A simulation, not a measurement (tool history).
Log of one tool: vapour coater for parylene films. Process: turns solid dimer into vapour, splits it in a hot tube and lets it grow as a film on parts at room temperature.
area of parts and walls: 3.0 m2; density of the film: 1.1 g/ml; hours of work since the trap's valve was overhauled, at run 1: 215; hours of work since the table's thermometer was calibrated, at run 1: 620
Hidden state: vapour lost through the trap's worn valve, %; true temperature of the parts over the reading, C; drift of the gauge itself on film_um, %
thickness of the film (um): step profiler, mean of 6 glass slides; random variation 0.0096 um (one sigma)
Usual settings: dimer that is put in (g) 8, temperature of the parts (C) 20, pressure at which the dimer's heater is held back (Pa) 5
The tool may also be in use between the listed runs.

run	day	dimer that is put in (g)	temperature of the parts (C)	pressure at which the dimer's heater is held back (Pa)	hours of work since the trap's valve was overhauled	hours of work since the table's thermometer was calibrated	thickness of the film (um)
1	0	8	20	5	215	620	1.19
2	1.004	8	20	5	229	634	1.206
3	1.908	8	20	5	241	647	1.183
4	2.588	8	20	5	251	656	1.194
5	3.688	4	20	5	266	672	0.599
# day 4.462: trap's valve overhauled
6	4.488	8	20	5	0	681	1.242
7	5.504	8	20	5	15	695	1.249
8	6.362	8	14	5	27	707	1.429
9	7.533	8	27	5	43	723	1.068
10	8.654	8	27	5	59	739	1.042
11	10.038	8	27	5	78	759	1.039
12	10.817	5	13	6.74	89	770	0.855
13	11.871	8	20	3.51	104	784	1.289
14	13.096	8	20	3.51	121	802	1.282
15	13.938	8	20	4.39	133	813	1.248
16	15.038	8	20	4.39	149	829	1.246
17	16.35	8	18	4.39	167	847	1.305
18	17.167	8	20	5.65	179	859	1.19
19	18.258	13	13	10.14	194	874	2.076

Hidden state at the last listed run before each entry between runs and at the first one after, where it differs:
Between runs 5 and 6: trap's valve overhauled (day 4.462)
  vapour lost through the trap's worn valve, %: 4.9 -> 0
  measured less the result without the state, thickness of the film (um): -0.035 -> -0.01

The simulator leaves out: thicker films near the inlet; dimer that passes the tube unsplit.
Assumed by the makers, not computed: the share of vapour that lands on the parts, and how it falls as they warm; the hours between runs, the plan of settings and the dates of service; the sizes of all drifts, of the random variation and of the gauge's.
